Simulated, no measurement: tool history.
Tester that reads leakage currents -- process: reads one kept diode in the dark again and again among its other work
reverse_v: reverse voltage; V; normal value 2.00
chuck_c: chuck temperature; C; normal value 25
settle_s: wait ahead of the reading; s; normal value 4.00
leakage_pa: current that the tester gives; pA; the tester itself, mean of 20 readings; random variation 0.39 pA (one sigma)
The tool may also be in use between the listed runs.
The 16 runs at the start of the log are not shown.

{"run": 17, "hour": 360.8, "reverse_v": 2.0, "chuck_c": 25, "settle_s": 1.0, "leakage_pa": 128.7}
{"run": 18, "hour": 387.4, "reverse_v": 2.0, "chuck_c": 25, "settle_s": 1.0, "leakage_pa": 128.26}
{"run": 19, "hour": 414.1, "reverse_v": 11.44, "chuck_c": 25, "settle_s": 1.0, "leakage_pa": 257.89}
{"run": 20, "hour": 438.2, "reverse_v": 11.44, "chuck_c": 25, "settle_s": 1.0, "leakage_pa": 257.26}
{"run": 21, "hour": 467.9, "reverse_v": 12.78, "chuck_c": 25, "settle_s": 3.27, "leakage_pa": 265.87}
{"run": 22, "hour": 494.3, "reverse_v": 6.17, "chuck_c": 26, "settle_s": 7.45, "leakage_pa": 215.91}
{"run": 23, "hour": 515.2, "reverse_v": 6.17, "chuck_c": 47, "settle_s": 1.28, "leakage_pa": 987.04}
{"run": 24, "hour": 540.3, "reverse_v": 8.57, "chuck_c": 25, "settle_s": 0.62, "leakage_pa": 232.01}
{"run": 25, "hour": 556.1, "reverse_v": 8.57, "chuck_c": 25, "settle_s": 2.23, "leakage_pa": 227.15}
{"run": 26, "hour": 572.5, "reverse_v": 8.57, "chuck_c": 25, "settle_s": 2.23, "leakage_pa": 227.22}
{"run": 27, "hour": 600.9, "reverse_v": 8.57, "chuck_c": 25, "settle_s": 2.23, "leakage_pa": 226.95}
{"run": 28, "hour": 617.1, "reverse_v": 3.47, "chuck_c": 25, "settle_s": 3.29, "leakage_pa": 159.58}
{"run": 29, "hour": 642.0, "reverse_v": 15.09, "chuck_c": 25, "settle_s": 4.0, "leakage_pa": 283.92}
{"run": 30, "hour": 656.6, "reverse_v": 15.09, "chuck_c": 25, "settle_s": 4.0, "leakage_pa": 283.45}
{"run": 31, "hour": 679.6, "reverse_v": 15.09, "chuck_c": 27, "settle_s": 2.75, "leakage_pa": 331.76}
{"run": 32, "hour": 711.2, "reverse_v": 3.89, "chuck_c": 25, "settle_s": 0.47, "leakage_pa": 169.4}
{"run": 33, "hour": 729.5, "reverse_v": 18.22, "chuck_c": 42, "settle_s": 1.25, "leakage_pa": 1069.92}
{"run": 34, "hour": 758.7, "reverse_v": 18.22, "chuck_c": 42, "settle_s": 1.25, "leakage_pa": 1065.36}
{"run": 35, "hour": 787.2, "reverse_v": 18.22, "chuck_c": 42, "settle_s": 1.25, "leakage_pa": 1067.58}
{"run": 36, "hour": 816.7, "reverse_v": 16.09, "chuck_c": 21, "settle_s": 3.48, "leakage_pa": 212.44}
{"run": 37, "hour": 842.0, "reverse_v": 15.73, "chuck_c": 21, "settle_s": 3.48, "leakage_pa": 209.62}
{"run": 38, "hour": 864.4, "reverse_v": 2.0, "chuck_c": 27, "settle_s": 4.0, "leakage_pa": 150.17}
{"run": 39, "hour": 890.5, "reverse_v": 3.47, "chuck_c": 29, "settle_s": 5.16, "leakage_pa": 216.33}
{"run": 40, "hour": 922.0, "reverse_v": 3.02, "chuck_c": 20, "settle_s": 0.4, "leakage_pa": 104.56}

Each row is a separate what-if for the run after 40, all from the same tool condition, not one after another. Results?
{"run": "A", "hour": 949.4, "reverse_v": 4.69, "chuck_c": 32, "settle_s": 0.37, "leakage_pa": "?"}
{"run": "B", "hour": 949.4, "reverse_v": 7.94, "chuck_c": 20, "settle_s": 0.4, "leakage_pa": "?"}
{"run": "C", "hour": 949.4, "reverse_v": 11.75, "chuck_c": 51, "settle_s": 1.15, "leakage_pa": "?"}

run=A leakage_pa=309.99
run=B leakage_pa=154.41
run=C leakage_pa=1652.82
Take away the tool's hidden state, keep each run's random variation, and the runs would have read:
run=A leakage_pa=310.54
run=B leakage_pa=154.65
run=C leakage_pa=1655.57

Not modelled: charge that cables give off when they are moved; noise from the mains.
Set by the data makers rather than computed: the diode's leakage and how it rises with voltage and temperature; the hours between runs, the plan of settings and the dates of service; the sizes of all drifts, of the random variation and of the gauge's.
